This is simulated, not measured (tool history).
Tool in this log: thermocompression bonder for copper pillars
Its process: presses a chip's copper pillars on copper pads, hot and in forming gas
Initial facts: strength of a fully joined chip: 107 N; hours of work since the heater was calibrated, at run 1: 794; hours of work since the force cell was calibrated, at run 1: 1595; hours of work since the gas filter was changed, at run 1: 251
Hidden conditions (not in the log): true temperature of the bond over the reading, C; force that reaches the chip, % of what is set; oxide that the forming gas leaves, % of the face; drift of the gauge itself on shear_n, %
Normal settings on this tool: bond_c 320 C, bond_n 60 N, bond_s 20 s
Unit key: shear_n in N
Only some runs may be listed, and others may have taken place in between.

run     day  bond_c  bond_n  bond_s  hours of work since the heater was calibrated  hours of work since the force cell was calibrated  hours of work since the gas filter was changed  shear_n
  1       0     320      60      20                                            794                                               1595                                             251     39.4
  2   1.971     320      60      20                                            818                                               1619                                             275     39.3
  3   3.867     320      37      20                                            842                                               1643                                             298     21.7
  4   6.225     320      60      20                                            871                                               1672                                             327     39.1
  5   8.238     320      60      20                                            896                                               1697                                             352     39.2
      8.871  -- forming gas filter changed
      9.767  -- heater calibrated with a thermocouple chip
  6  10.942     320      60      20                                             15                                               1729                                              25     38.6
  7  14.254     320      60      20                                             55                                               1770                                              65     38.9
  8  16.588     341      60      20                                             84                                               1798                                              94     47.3
  9  19.508     341      60      20                                            120                                               1835                                             130     47.3
 10  21.333     341      60      20                                            143                                               1857                                             153     47.7
 11  23.621     341      60      20                                            171                                               1885                                             181       47
 12   26.55     320      60      20                                            207                                               1921                                             217       38
 13  28.092     320      60      20                                            226                                               1940                                             236     39.4
 14  29.971     320      60      20                                            249                                               1964                                             259     38.9
     33.121  -- force cell calibrated
 15  33.575     320      60      20                                            293                                                  6                                             303     38.4
 16  35.508     320      60      20                                            317                                                 29                                             327     38.5
 17    37.1     320      53      20                                            337                                                 49                                             347     33.7
     38.292  -- forming gas filter changed
 18  38.754     320      60      17                                            357                                                 69                                               6     36.8
 19  41.025     320      60      17                                            385                                                 97                                              34     36.5
 20  44.096     320      60      17                                            423                                                135                                              72     36.5
 21  47.488     342      51      40                                            465                                                177                                             113     51.8
 22  49.354     292      41      32                                            488                                                200                                             137     22.2
 23  52.325     312      50      15                                            524                                                237                                             173     25.6
 24  55.383     312      50      15                                            562                                                275                                             211     25.7
 25  58.017     320      86      20                                            594                                                307                                             243     56.5
 26  61.175     299      74      20                                            633                                                346                                             282       40
 27  63.758     311      36      11                                            665                                                378                                             314     15.1
 28  66.996     311      36      11                                            705                                                418                                             354     14.9
     67.567  -- forming gas filter changed
 29  70.267     344      73      21                                            745                                                458                                              33     58.7
 30  73.825     307      73      58                                            789                                                502                                              77     61.2

Estimate the outcome of run 31 from the log above:
 31  77.417     320      79      20                                            834                                                546                                             122        ?

shear_n: 51.9 N
Without the tool's hidden state the same run would have given shear_n 51.6 N.

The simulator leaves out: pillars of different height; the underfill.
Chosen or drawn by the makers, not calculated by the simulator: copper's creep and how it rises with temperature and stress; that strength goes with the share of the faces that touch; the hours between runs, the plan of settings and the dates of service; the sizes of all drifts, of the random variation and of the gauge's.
